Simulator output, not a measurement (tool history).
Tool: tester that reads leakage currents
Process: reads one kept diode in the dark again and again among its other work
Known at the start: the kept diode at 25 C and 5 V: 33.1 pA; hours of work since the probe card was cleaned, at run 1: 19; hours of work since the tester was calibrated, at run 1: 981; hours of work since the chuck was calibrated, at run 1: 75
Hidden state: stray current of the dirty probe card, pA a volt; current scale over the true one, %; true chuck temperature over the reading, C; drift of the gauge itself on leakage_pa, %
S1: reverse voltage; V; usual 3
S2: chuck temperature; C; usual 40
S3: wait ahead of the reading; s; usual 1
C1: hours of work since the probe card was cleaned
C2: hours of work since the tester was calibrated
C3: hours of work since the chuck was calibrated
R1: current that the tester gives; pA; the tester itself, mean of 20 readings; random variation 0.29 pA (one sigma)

run   hour    S1  S2    S3   C1    C2   C3      R1
  1      0     3  40     1   19   981   75   99.27
  2     34     3  32     1   35   997   91   49.41
  3   99.1     3  32     1   67  1029  123   49.25
  4  160.6     3  32     1   96  1058  153    49.2
  5  223.2     3  32     1  127  1089  183   49.46
  6  279.2     3  30     1  154  1116  210   41.49
  7  336.7     3  30     1  182  1144  238   41.49
  8  399.4     3  30     1  212  1174  268   41.64
  9  439.6     3  40     1  231  1194  288  101.03
 10  468.2     3  29     1  245  1207  301   38.29
     473.4  -- tester calibrated
 11  535.3     3  29     1  277    30  333   38.26
 12  569.3     3  29     1  293    46  349   38.61
 13  608.5  6.27  20  8.36  312    65  368   25.37
     633.7  -- tester calibrated, once more
 14  658.9  6.27  20  1.56  336    12  392    25.7
 15  687.9  6.27  20  1.56  350    26  406   25.88
 16    716  5.03  40  0.47  363    40  419  138.65
 17  744.5  5.03  40  0.47  377    54  433  138.61
 18  805.7  7.75  40  6.14  407    83  463  176.86

4 ways to go on from here, each from the tool as it stands after run 18. What would each give?
  A  844.6    4.3  40     1  425  102  482   ?
  B  844.6  12.72  40  6.14  425  102  482   ?
  C  844.6      3  55     1  425  102  482   ?
  D  844.6   3.56  40  0.86  425  102  482   ?

run      R1
  A  125.77
  B  239.79
  C  349.85
  D  113.18
Without the tool's hidden state the same runs would have given:
run      R1
  A  119.51
  B  227.36
  C  334.69
  D  107.57
